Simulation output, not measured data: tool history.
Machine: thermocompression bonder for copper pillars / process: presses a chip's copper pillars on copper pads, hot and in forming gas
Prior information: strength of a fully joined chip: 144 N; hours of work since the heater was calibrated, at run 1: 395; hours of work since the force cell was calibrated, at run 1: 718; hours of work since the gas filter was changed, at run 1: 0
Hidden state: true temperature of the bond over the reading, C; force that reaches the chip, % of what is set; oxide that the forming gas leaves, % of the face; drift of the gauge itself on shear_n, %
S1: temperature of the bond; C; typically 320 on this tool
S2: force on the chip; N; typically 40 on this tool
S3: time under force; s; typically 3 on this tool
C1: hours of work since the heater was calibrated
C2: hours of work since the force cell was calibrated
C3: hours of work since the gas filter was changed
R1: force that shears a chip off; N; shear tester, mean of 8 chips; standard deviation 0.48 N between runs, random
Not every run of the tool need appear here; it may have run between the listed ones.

{"run": 1, "hour": 0.0, "S1": 320, "S2": 40, "S3": 3, "C1": 395, "C2": 718, "C3": 0, "R1": 69.2}
{"run": 2, "hour": 24.1, "S1": 320, "S2": 40, "S3": 3, "C1": 407, "C2": 729, "C3": 11, "R1": 70.2}
{"run": 3, "hour": 37.0, "S1": 320, "S2": 40, "S3": 2, "C1": 413, "C2": 735, "C3": 17, "R1": 59.7}
{"run": 4, "hour": 47.1, "S1": 316, "S2": 40, "S3": 2, "C1": 417, "C2": 740, "C3": 22, "R1": 57.9}
{"run": 5, "hour": 57.1, "S1": 316, "S2": 40, "S3": 2, "C1": 422, "C2": 744, "C3": 26, "R1": 57.7}
{"run": 6, "hour": 69.7, "S1": 316, "S2": 40, "S3": 2, "C1": 428, "C2": 750, "C3": 32, "R1": 58.5}
{"run": 7, "hour": 89.6, "S1": 316, "S2": 40, "S3": 2, "C1": 437, "C2": 759, "C3": 41, "R1": 57.9}
{"run": 8, "hour": 111.1, "S1": 320, "S2": 40, "S3": 3, "C1": 447, "C2": 769, "C3": 51, "R1": 69.8}
{"run": 9, "hour": 129.8, "S1": 320, "S2": 40, "S3": 5, "C1": 456, "C2": 778, "C3": 60, "R1": 81.3}
{"run": 10, "hour": 145.4, "S1": 320, "S2": 40, "S3": 5, "C1": 463, "C2": 785, "C3": 67, "R1": 82.9}
{"run": 11, "hour": 158.6, "S1": 320, "S2": 40, "S3": 5, "C1": 469, "C2": 791, "C3": 73, "R1": 82.5}
{"run": 12, "hour": 178.9, "S1": 342, "S2": 40, "S3": 3, "C1": 478, "C2": 801, "C3": 83, "R1": 80.8}
{"run": 13, "hour": 190.1, "S1": 320, "S2": 40, "S3": 4, "C1": 484, "C2": 806, "C3": 88, "R1": 77.2}
{"run": 14, "hour": 201.0, "S1": 320, "S2": 40, "S3": 4, "C1": 489, "C2": 811, "C3": 93, "R1": 76.7}
{"run": 15, "hour": 223.7, "S1": 320, "S2": 40, "S3": 4, "C1": 499, "C2": 821, "C3": 104, "R1": 76.8}
{"run": 16, "hour": 235.6, "S1": 320, "S2": 34, "S3": 3, "C1": 505, "C2": 827, "C3": 109, "R1": 63.2}
{"run": 17, "hour": 256.8, "S1": 320, "S2": 34, "S3": 3, "C1": 514, "C2": 837, "C3": 119, "R1": 63.1}
{"run": 18, "hour": 274.3, "S1": 320, "S2": 40, "S3": 3, "C1": 522, "C2": 845, "C3": 127, "R1": 69.4}
{"run": 19, "hour": 292.3, "S1": 320, "S2": 40, "S3": 7, "C1": 531, "C2": 853, "C3": 135, "R1": 91.5}
{"run": 20, "hour": 304.4, "S1": 320, "S2": 40, "S3": 7, "C1": 536, "C2": 859, "C3": 141, "R1": 91.1}
{"run": 21, "hour": 322.6, "S1": 320, "S2": 55, "S3": 7, "C1": 545, "C2": 867, "C3": 149, "R1": 103.2}
{"run": 22, "hour": 336.0, "S1": 321, "S2": 55, "S3": 2, "C1": 551, "C2": 873, "C3": 156, "R1": 73.1}
{"run": 23, "hour": 345.9, "S1": 321, "S2": 55, "S3": 2, "C1": 556, "C2": 878, "C3": 160, "R1": 72.2}
{"run": 24, "hour": 356.3, "S1": 333, "S2": 25, "S3": 3, "C1": 560, "C2": 883, "C3": 165, "R1": 58.4}
{"run": 25, "hour": 367.5, "S1": 333, "S2": 25, "S3": 3, "C1": 566, "C2": 888, "C3": 170, "R1": 58.4}
{"run": 26, "hour": 384.6, "S1": 333, "S2": 25, "S3": 3, "C1": 574, "C2": 896, "C3": 178, "R1": 58.6}
{"run": 27, "hour": 404.7, "S1": 306, "S2": 40, "S3": 4, "C1": 583, "C2": 905, "C3": 187, "R1": 68.8}
{"run": 28, "hour": 414.6, "S1": 321, "S2": 34, "S3": 4, "C1": 587, "C2": 910, "C3": 192, "R1": 69.7}
{"run": 29, "hour": 436.9, "S1": 330, "S2": 47, "S3": 4, "C1": 598, "C2": 920, "C3": 202, "R1": 88.4}
{"run": 30, "hour": 446.9, "S1": 298, "S2": 27, "S3": 2, "C1": 602, "C2": 925, "C3": 207, "R1": 37.8}
{"run": 31, "hour": 457.3, "S1": 323, "S2": 56, "S3": 4, "C1": 607, "C2": 930, "C3": 212, "R1": 93.0}
{"run": 32, "hour": 470.0, "S1": 320, "S2": 58, "S3": 5, "C1": 613, "C2": 935, "C3": 218, "R1": 99.1}
{"run": 33, "hour": 479.9, "S1": 299, "S2": 30, "S3": 7, "C1": 618, "C2": 940, "C3": 222, "R1": 68.3}
{"run": 34, "hour": 499.8, "S1": 326, "S2": 33, "S3": 3, "C1": 627, "C2": 949, "C3": 231, "R1": 65.5}
{"run": 35, "hour": 511.9, "S1": 293, "S2": 44, "S3": 2, "C1": 633, "C2": 955, "C3": 237, "R1": 51.6}
{"run": 36, "hour": 524.1, "S1": 346, "S2": 55, "S3": 2, "C1": 638, "C2": 960, "C3": 243, "R1": 85.5}
{"run": 37, "hour": 534.1, "S1": 344, "S2": 55, "S3": 4, "C1": 643, "C2": 965, "C3": 247, "R1": 103.0}
{"run": 38, "hour": 553.3, "S1": 344, "S2": 55, "S3": 4, "C1": 652, "C2": 974, "C3": 256, "R1": 101.9}
{"run": 39, "hour": 570.5, "S1": 293, "S2": 29, "S3": 5, "C1": 660, "C2": 982, "C3": 264, "R1": 55.2}

Predict each of these 5 candidate next runs independently; none follows another, all start after run 39:
{"run": "A", "hour": 591.0, "S1": 339, "S2": 26, "S3": 5, "C1": 669, "C2": 991, "C3": 274, "R1": "?"}
{"run": "B", "hour": 591.0, "S1": 293, "S2": 36, "S3": 5, "C1": 669, "C2": 991, "C3": 274, "R1": "?"}
{"run": "C", "hour": 591.0, "S1": 320, "S2": 37, "S3": 3, "C1": 669, "C2": 991, "C3": 274, "R1": "?"}
{"run": "D", "hour": 591.0, "S1": 298, "S2": 40, "S3": 3, "C1": 669, "C2": 991, "C3": 274, "R1": "?"}
{"run": "E", "hour": 591.0, "S1": 307, "S2": 40, "S3": 3, "C1": 669, "C2": 991, "C3": 274, "R1": "?"}

run=A R1=74.9
run=B R1=63.3
run=C R1=65.6
run=D R1=58.5
run=E R1=62.8
Take away the tool's hidden state, keep each run's random variation, and the runs would have read:
run=A R1=74.7
run=B R1=63.2
run=C R1=65.5
run=D R1=58.3
run=E R1=62.6

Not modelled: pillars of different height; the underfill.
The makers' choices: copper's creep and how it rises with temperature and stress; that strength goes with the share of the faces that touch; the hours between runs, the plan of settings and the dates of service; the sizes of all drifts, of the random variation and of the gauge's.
